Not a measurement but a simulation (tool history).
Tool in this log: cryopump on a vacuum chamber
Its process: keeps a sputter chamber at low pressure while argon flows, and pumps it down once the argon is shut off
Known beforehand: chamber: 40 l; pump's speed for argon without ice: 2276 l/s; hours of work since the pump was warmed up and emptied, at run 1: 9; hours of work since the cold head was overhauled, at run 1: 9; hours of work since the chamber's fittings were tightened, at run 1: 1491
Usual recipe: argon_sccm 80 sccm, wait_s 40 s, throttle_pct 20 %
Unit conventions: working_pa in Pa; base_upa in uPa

| run | day | argon_sccm | wait_s | throttle_pct | hours of work since the pump was warmed up and emptied | hours of work since the cold head was overhauled | hours of work since the chamber's fittings were tightened | working_pa | base_upa |
|---|---|---|---|---|---|---|---|---|---|
| 1 | 0.000 | 80 | 40 | 20 | 9 | 9 | 1491 | 0.2982 | 2.46 |
| 2 | 0.779 | 80 | 40 | 48 | 19 | 19 | 1500 | 0.1234 | 2.45 |
| 3 | 1.146 | 80 | 40 | 17 | 23 | 23 | 1505 | 0.3481 | 2.56 |
|  | 1.608 | leaking fittings of the chamber tightened, without venting |
| 4 | 1.633 | 80 | 40 | 52 | 29 | 29 | 0 | 0.1136 | 0.90 |
| 5 | 2.246 | 80 | 40 | 30 | 36 | 36 | 8 | 0.1992 | 0.97 |
| 6 | 2.729 | 80 | 40 | 30 | 42 | 42 | 14 | 0.1985 | 0.91 |
| 7 | 3.504 | 80 | 40 | 20 | 52 | 52 | 24 | 0.2975 | 0.92 |
| 8 | 3.867 | 80 | 255 | 20 | 57 | 57 | 28 | 0.2983 | 0.29 |
| 9 | 4.354 | 80 | 255 | 20 | 63 | 63 | 35 | 0.2974 | 0.31 |
| 10 | 4.771 | 80 | 40 | 20 | 68 | 68 | 40 | 0.2978 | 1.01 |
| 11 | 5.112 | 80 | 40 | 20 | 72 | 72 | 44 | 0.2966 | 0.95 |
| 12 | 5.612 | 80 | 40 | 20 | 79 | 79 | 50 | 0.2998 | 0.93 |
| 13 | 6.071 | 117 | 57 | 47 | 84 | 84 | 56 | 0.1858 | 0.72 |
| 14 | 6.425 | 33 | 73 | 47 | 89 | 89 | 61 | 0.0527 | 0.62 |
| 15 | 6.829 | 72 | 40 | 20 | 94 | 94 | 66 | 0.2679 | 0.95 |
| 16 | 7.492 | 72 | 40 | 20 | 102 | 102 | 74 | 0.2707 | 1.04 |
| 17 | 7.979 | 97 | 50 | 38 | 108 | 108 | 80 | 0.1907 | 0.83 |
| 18 | 8.404 | 60 | 157 | 37 | 114 | 114 | 86 | 0.1228 | 0.41 |
| 19 | 8.775 | 80 | 40 | 27 | 119 | 119 | 90 | 0.2219 | 1.05 |
| 20 | 9.462 | 102 | 40 | 17 | 127 | 127 | 99 | 0.4469 | 1.05 |
| 21 | 9.817 | 102 | 40 | 17 | 132 | 132 | 103 | 0.4484 | 1.03 |
| 22 | 10.479 | 38 | 60 | 46 | 140 | 140 | 112 | 0.0618 | 0.77 |

Forecast each of these 4 alternatives for the next run:
| A | 11.150 | 86 | 104 | 56 | 148 | 148 | 120 | ? | ? |
| B | 11.150 | 38 | 113 | 47 | 148 | 148 | 120 | ? | ? |
| C | 11.150 | 41 | 68 | 22 | 148 | 148 | 120 | ? | ? |
| D | 11.150 | 55 | 32 | 35 | 148 | 148 | 120 | ? | ? |

| run | working_pa | base_upa |
|---|---|---|
| A | 0.1167 | 0.55 |
| B | 0.0604 | 0.52 |
| C | 0.1390 | 0.71 |
| D | 0.1188 | 1.22 |
With the hidden condition removed and each run's random variation left untouched, the same runs would have given:
| run | working_pa | base_upa |
|---|---|---|
| A | 0.1147 | 0.42 |
| B | 0.0596 | 0.40 |
| C | 0.1380 | 0.58 |
| D | 0.1175 | 1.09 |
